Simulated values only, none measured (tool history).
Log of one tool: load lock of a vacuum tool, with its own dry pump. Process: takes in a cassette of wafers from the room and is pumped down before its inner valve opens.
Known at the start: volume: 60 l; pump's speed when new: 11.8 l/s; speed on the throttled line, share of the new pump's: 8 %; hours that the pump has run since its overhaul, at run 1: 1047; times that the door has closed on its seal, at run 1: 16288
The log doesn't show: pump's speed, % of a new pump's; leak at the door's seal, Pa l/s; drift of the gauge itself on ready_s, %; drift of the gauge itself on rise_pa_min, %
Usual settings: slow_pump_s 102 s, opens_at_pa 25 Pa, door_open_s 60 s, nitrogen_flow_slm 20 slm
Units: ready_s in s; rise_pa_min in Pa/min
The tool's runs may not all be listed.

run,day,slow_pump_s,opens_at_pa,door_open_s,nitrogen_flow_slm,hours that the pump has run since its overhaul,times that the door has closed on its seal,"incoming humidity of the room's air, %",ready_s,rise_pa_min
1,0.000,102,25,60,20,1047,16288,44.9,136.3,0.117
2,12.888,123,25,60,20,1356,16868,47.0,155.2,0.125
3,25.042,102,27,60,20,1648,17417,44.3,135.9,0.131
4,38.579,123,25,60,20,1973,18027,42.6,156.1,0.130
5,58.646,102,25,60,20,2455,18931,41.5,136.4,0.151
6,75.725,102,25,60,17,2865,19701,44.9,137.5,0.156
7,87.425,102,25,60,10,3145,20228,46.3,137.2,0.164
8,104.267,102,25,60,10,3550,20988,44.9,138.2,0.169
9,117.629,102,25,60,10,3870,21590,46.1,138.1,0.175
10,135.888,102,19,60,20,4309,22413,43.7,140.0,0.187
11,146.017,102,19,60,20,4552,22870,44.6,139.8,0.194
12,162.200,102,25,60,9,4940,23599,46.0,138.7,0.206
# day 177.367: door's seal changed, seat wiped
13,180.321,102,25,60,20,5373,133,45.4,138.5,0.020
14,198.592,102,25,60,20,5812,957,46.8,138.9,0.022
15,209.733,102,25,60,20,6079,1459,44.3,139.0,0.022
16,220.538,102,25,60,20,6339,1946,46.5,139.1,0.019
17,231.362,102,25,60,20,6598,2434,46.6,138.6,0.027
18,244.229,102,25,60,20,6907,3014,46.4,139.9,0.032
19,254.017,102,25,60,20,7142,3455,50.7,139.9,0.031
20,270.650,102,25,60,20,7541,4205,43.1,140.0,0.032
21,285.542,102,24,173,17,7899,4876,45.9,140.1,0.048
22,305.558,130,21,65,34,8379,5779,46.4,166.3,0.035
23,328.829,130,42,65,18,8938,6828,45.1,163.7,0.049
24,343.900,130,42,65,18,9299,7507,44.7,162.7,0.049
25,355.608,102,43,60,20,9580,8035,46.9,137.0,0.046
26,375.158,66,29,119,6,10049,8916,46.4,108.5,0.072
27,389.575,66,29,119,5,10395,9566,47.0,108.6,0.080
28,405.288,66,29,119,5,10773,10274,49.0,108.6,0.087
29,419.950,66,29,119,9,11124,10935,43.4,108.9,0.080
30,439.500,144,25,120,29,11594,11816,45.8,181.2,0.083
31,461.167,82,25,91,20,12114,12793,43.0,125.0,0.092
32,473.750,68,25,151,20,12416,13360,46.4,112.8,0.100
33,490.317,102,25,60,7,12813,14107,40.1,144.1,0.095
34,512.058,102,21,60,10,13335,15087,43.7,145.2,0.100
35,527.354,56,23,60,21,13702,15777,44.4,104.0,0.105
36,542.675,56,23,60,21,14070,16467,44.9,104.1,0.118
37,566.188,140,46,170,4,14634,17527,43.5,174.4,0.159
38,587.504,181,30,26,45,15146,18488,43.6,214.1,0.120

Forecast each of these 3 alternatives for the next run:
A,604.379,199,25,28,8,15551,19249,46.0,?,?
B,604.379,102,25,28,20,15551,19249,44.6,?,?
C,604.379,102,25,62,20,15551,19249,46.6,?,?

run,ready_s,rise_pa_min
A,232.9,0.135
B,145.7,0.134
C,146.0,0.144
Without the tool's hidden state the same runs would have given:
run,ready_s,rise_pa_min
A,225.3,0.012
B,135.8,0.010
C,136.2,0.019
